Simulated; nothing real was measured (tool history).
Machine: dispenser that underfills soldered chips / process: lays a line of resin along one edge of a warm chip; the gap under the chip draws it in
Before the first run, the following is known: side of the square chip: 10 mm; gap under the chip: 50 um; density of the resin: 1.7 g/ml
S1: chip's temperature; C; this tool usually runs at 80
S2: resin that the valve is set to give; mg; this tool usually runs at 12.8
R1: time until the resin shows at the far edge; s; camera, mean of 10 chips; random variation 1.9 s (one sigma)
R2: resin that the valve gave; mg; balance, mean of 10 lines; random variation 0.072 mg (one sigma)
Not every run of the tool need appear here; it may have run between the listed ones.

run   hour  S1    S2     R1     R2
  1    0.0  80  12.8  226.2  11.98
       2.9  -- dispensing valve cleaned and set on the balance
       4.7  -- new syringe of resin
      12.8  -- new syringe of resin
  2   12.9  80  13.5  177.7  13.34
      20.8  -- new syringe of resin
  3   25.4  80  13.5  225.6  13.32
      28.8  -- new syringe of resin
  4   31.5  75  13.5  248.0  13.29
      36.9  -- new syringe of resin
      45.1  -- new syringe of resin
  5   46.0  80  12.8  185.6  12.42
      53.2  -- new syringe of resin
  6   55.0  80  12.8  198.4  12.51
      61.0  -- new syringe of resin
  7   63.6  80  12.8  201.5  12.38
      69.5  -- new syringe of resin
  8   74.4  80  12.8  228.0  12.28
      77.9  -- new syringe of resin
  9   84.0  80  12.8  241.3  12.19
      86.3  -- new syringe of resin
      94.5  -- new syringe of resin
 10   96.5  80  12.8  196.5  12.12
     102.4  -- new syringe of resin
 11  106.2  84  12.8  182.1  12.15
     111.0  -- new syringe of resin
 12  114.8  84  12.8  190.3  12.19
     119.2  -- new syringe of resin
 13  123.9  80  12.5  227.8  11.69
     127.4  -- new syringe of resin
     131.2  -- dispensing valve cleaned and set on the balance
     137.0  -- new syringe of resin
 14  138.8  80  12.5  195.8  12.54
     145.1  -- new syringe of resin
 15  145.3  75  12.8  204.5  12.75
 16  150.9  75  12.8  285.2  12.71
     153.2  -- new syringe of resin
     161.2  -- new syringe of resin
 17  165.5  75  12.8  270.2  12.63
     169.0  -- new syringe of resin
     177.2  -- new syringe of resin
 18  177.3  81  15.9  166.4  15.73
     185.3  -- new syringe of resin
 19  186.0  81  15.9  170.2  15.46
     193.8  -- new syringe of resin
 20  194.1  83  12.5  161.0  12.12
     202.6  -- new syringe of resin
 21  205.7  80  13.1  205.1  12.77
     210.5  -- new syringe of resin
 22  211.8  70  12.9  268.3  12.53
     218.4  -- new syringe of resin
 23  222.1  90  16.2  144.3  15.50
     226.8  -- new syringe of resin
     234.9  -- new syringe of resin
 24  235.5  69  15.9  264.4  15.07
     243.0  -- new syringe of resin
 25  243.1  69  15.9  259.8  15.24
     251.6  -- new syringe of resin
 26  254.0  84  11.6  175.5  10.90
     259.8  -- dispensing valve cleaned and set on the balance
     260.8  -- new syringe of resin
 27  262.9  94  12.0  120.2  12.03
     269.8  -- new syringe of resin
 28  275.0  94  12.0  138.4  11.96
     278.1  -- new syringe of resin
 29  281.1  91  12.8  137.4  12.57
     286.4  -- new syringe of resin
 30  293.0  71  12.3  339.7  11.95
     294.5  -- new syringe of resin
     302.5  -- new syringe of resin
 31  305.2  77  13.8  215.3  13.54
     310.8  -- new syringe of resin
 32  316.7  88  11.7  176.3  11.39
     319.1  -- new syringe of resin
 33  325.0  91  12.8  156.8  12.43
     327.7  -- new syringe of resin
     336.3  -- new syringe of resin
 34  337.2  91  12.8  120.4  12.29

Results for each run, recomputed without the tool's hidden state and with each run's random variation untouched:
Hidden state at play: resin's viscosity, % of fresh resin's; dose that the valve gives, % of what is set; true chip temperature over the reading, C; drift of the gauge itself on fill_s, %; drift of the gauge itself on given_mg, %.
run     R1     R2
  1  187.4  12.81
  2  186.9  13.40
  3  188.9  13.47
  4  225.1  13.48
  5  184.7  12.69
  6  188.9  12.84
  7  187.3  12.77
  8  183.7  12.73
  9  186.9  12.70
 10  187.4  12.70
 11  160.7  12.80
 12  165.7  12.90
 13  188.4  12.43
 14  189.3  12.55
 15  222.8  12.80
 16  232.4  12.81
 17  227.3  12.80
 18  175.9  16.04
 19  178.4  15.84
 20  168.2  12.47
 21  185.8  13.21
 22  271.1  13.00
 23  127.9  16.16
 24  278.0  15.83
 25  276.5  16.06
 26  164.2  11.56
 27  116.1  12.06
 28  114.5  12.07
 29  127.3  12.72
 30  266.6  12.17
 31  207.1  13.86
 32  141.5  11.74
 33  124.7  12.86
 34  125.6  12.79

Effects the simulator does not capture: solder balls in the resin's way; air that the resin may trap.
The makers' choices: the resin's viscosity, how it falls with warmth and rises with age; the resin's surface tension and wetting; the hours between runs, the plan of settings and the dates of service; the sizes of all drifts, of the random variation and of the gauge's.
